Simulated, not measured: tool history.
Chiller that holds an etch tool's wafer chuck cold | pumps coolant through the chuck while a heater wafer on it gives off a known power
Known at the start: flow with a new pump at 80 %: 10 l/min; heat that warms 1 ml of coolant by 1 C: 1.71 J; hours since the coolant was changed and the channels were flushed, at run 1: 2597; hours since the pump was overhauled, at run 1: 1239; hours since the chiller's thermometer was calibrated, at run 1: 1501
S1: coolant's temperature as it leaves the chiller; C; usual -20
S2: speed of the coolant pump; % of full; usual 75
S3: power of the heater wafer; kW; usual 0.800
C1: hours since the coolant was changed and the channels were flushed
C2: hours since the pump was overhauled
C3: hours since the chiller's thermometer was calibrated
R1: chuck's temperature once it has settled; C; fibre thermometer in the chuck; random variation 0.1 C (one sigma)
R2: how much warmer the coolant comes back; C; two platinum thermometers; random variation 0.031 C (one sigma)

{"run": 1, "day": 0.0, "S1": -20, "S2": 75, "S3": 0.8, "C1": 2597, "C2": 1239, "C3": 1501, "R1": -9.6, "R2": 3.03}
{"run": 2, "day": 1.45, "S1": -20, "S2": 75, "S3": 1.089, "C1": 2632, "C2": 1274, "C3": 1536, "R1": -5.9, "R2": 4.15}
{"run": 3, "day": 2.812, "S1": -20, "S2": 75, "S3": 1.089, "C1": 2664, "C2": 1306, "C3": 1568, "R1": -5.9, "R2": 4.12}
{"run": 4, "day": 4.133, "S1": -20, "S2": 75, "S3": 1.089, "C1": 2696, "C2": 1338, "C3": 1600, "R1": -6.0, "R2": 4.15}
{"run": 5, "day": 5.225, "S1": -20, "S2": 75, "S3": 1.089, "C1": 2722, "C2": 1364, "C3": 1626, "R1": -5.8, "R2": 4.12}
{"run": 6, "day": 5.862, "S1": -20, "S2": 75, "S3": 0.8, "C1": 2738, "C2": 1379, "C3": 1641, "R1": -9.7, "R2": 3.03}
{"run": 7, "day": 6.8, "S1": -20, "S2": 75, "S3": 0.8, "C1": 2760, "C2": 1402, "C3": 1664, "R1": -9.7, "R2": 3.03}
{"run": 8, "day": 7.746, "S1": -20, "S2": 75, "S3": 0.8, "C1": 2783, "C2": 1425, "C3": 1687, "R1": -9.5, "R2": 3.09}

Forecast run 9:
{"run": 9, "day": 9.179, "S1": -20, "S2": 75, "S3": 0.8, "C1": 2817, "C2": 1459, "C3": 1721, "R1": "?", "R2": "?"}

{"run 9": {"R1": -9.6, "R2": 3.02}}
Without the tool's hidden state the same run would have given R1 -9.6 C, R2 3.01 C.

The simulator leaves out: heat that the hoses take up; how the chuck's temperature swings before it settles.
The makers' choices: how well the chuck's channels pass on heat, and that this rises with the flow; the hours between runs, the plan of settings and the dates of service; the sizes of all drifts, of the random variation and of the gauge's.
